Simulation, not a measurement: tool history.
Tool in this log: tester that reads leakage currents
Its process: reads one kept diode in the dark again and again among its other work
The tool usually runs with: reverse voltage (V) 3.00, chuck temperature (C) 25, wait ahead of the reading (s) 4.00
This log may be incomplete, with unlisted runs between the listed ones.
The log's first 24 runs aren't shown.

| run | hour | reverse voltage (V) | chuck temperature (C) | wait ahead of the reading (s) | hours of work since the probe card was cleaned | hours of work since the tester was calibrated | hours of work since the chuck was calibrated | current that the tester gives (pA) |
|---|---|---|---|---|---|---|---|---|
| 25 | 2899.6 | 2.46 | 58 | 2.30 | 1567 | 706 | 128 | 312.67 |
| 26 | 3065.2 | 2.46 | 58 | 2.30 | 1650 | 789 | 211 | 310.04 |
| 27 | 3230.5 | 4.76 | 32 | 0.53 | 1733 | 871 | 294 | 83.99 |
| 28 | 3406.4 | 3.00 | 45 | 4.00 | 1821 | 960 | 382 | 151.92 |
| 29 | 3524.1 | 3.00 | 43 | 3.10 | 1880 | 1019 | 441 | 133.18 |
| 30 | 3671.3 | 3.00 | 43 | 3.10 | 1954 | 1092 | 515 | 132.47 |
| 31 | 3758.8 | 10.09 | 31 | 1.13 | 1997 | 1136 | 558 | 121.96 |
| 32 | 3934.6 | 14.80 | 28 | 0.62 | 2086 | 1224 | 647 | 127.34 |
| 33 | 4017.2 | 14.80 | 28 | 0.62 | 2127 | 1266 | 688 | 127.52 |

Forecast run 34:
| 34 | 4137.4 | 7.45 | 40 | 2.71 | 2187 | 1326 | 748 | ? |

current that the tester gives (pA): 185.50
Take away the tool's hidden state, keep the run-to-run variation as it was, and the same run would have given current that the tester gives (pA) 189.26.

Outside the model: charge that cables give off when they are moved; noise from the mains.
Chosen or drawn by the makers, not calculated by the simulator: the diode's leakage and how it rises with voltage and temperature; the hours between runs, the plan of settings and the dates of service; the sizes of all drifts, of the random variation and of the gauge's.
